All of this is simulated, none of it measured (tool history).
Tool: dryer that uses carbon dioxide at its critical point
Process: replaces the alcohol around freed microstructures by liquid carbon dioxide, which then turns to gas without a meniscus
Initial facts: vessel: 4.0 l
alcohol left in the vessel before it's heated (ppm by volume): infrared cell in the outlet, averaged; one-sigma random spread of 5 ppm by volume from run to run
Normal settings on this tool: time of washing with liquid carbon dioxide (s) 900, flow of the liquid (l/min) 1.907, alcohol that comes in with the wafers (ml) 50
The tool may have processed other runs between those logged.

run	hour	time of washing with liquid carbon dioxide (s)	flow of the liquid (l/min)	alcohol that comes in with the wafers (ml)	alcohol left in the vessel before it's heated (ppm by volume)
1	0.0	900	1.907	50	32
2	16.0	900	1.907	50	27
3	42.2	900	1.907	49	36
4	57.2	900	1.780	50	47
5	71.4	900	1.780	50	42
6	88.0	900	1.780	50	43
7	112.8	900	1.780	50	58
8	126.4	900	1.780	50	42
9	144.4	900	1.907	50	40
10	161.5	900	1.907	50	47
# hour 173.0: inlet filter changed
11	176.7	900	1.907	50	35
12	195.0	900	1.907	50	42
13	205.8	900	1.907	50	43
14	218.7	900	2.410	39	27
15	230.6	900	2.410	39	32
16	252.8	1260	2.330	87	34
17	277.7	600	1.310	50	632
18	296.6	600	1.310	50	663
19	317.4	1140	1.410	50	60
20	343.4	1140	1.410	50	55
21	355.4	1320	2.240	83	39
22	375.4	600	2.290	27	71
23	391.5	780	1.390	90	412
24	414.3	780	1.390	90	442
25	429.0	780	1.390	90	450
26	444.6	960	2.240	50	52

Below are 5 alternative next runs, each starting from the tool's condition after run 26. Predict each:
A	461.5	960	2.240	115	?
B	461.5	1020	1.907	50	?
C	461.5	840	2.240	51	?
D	461.5	1020	1.390	35	?
E	461.5	960	2.930	22	?

run	alcohol left in the vessel before it's heated (ppm by volume)
A	51
B	59
C	60
D	95
E	44
The same runs, with their run-to-run variation unchanged, on a tool lacking any hidden condition would have given:
run	alcohol left in the vessel before it's heated (ppm by volume)
A	7
B	16
C	16
D	38
E	3
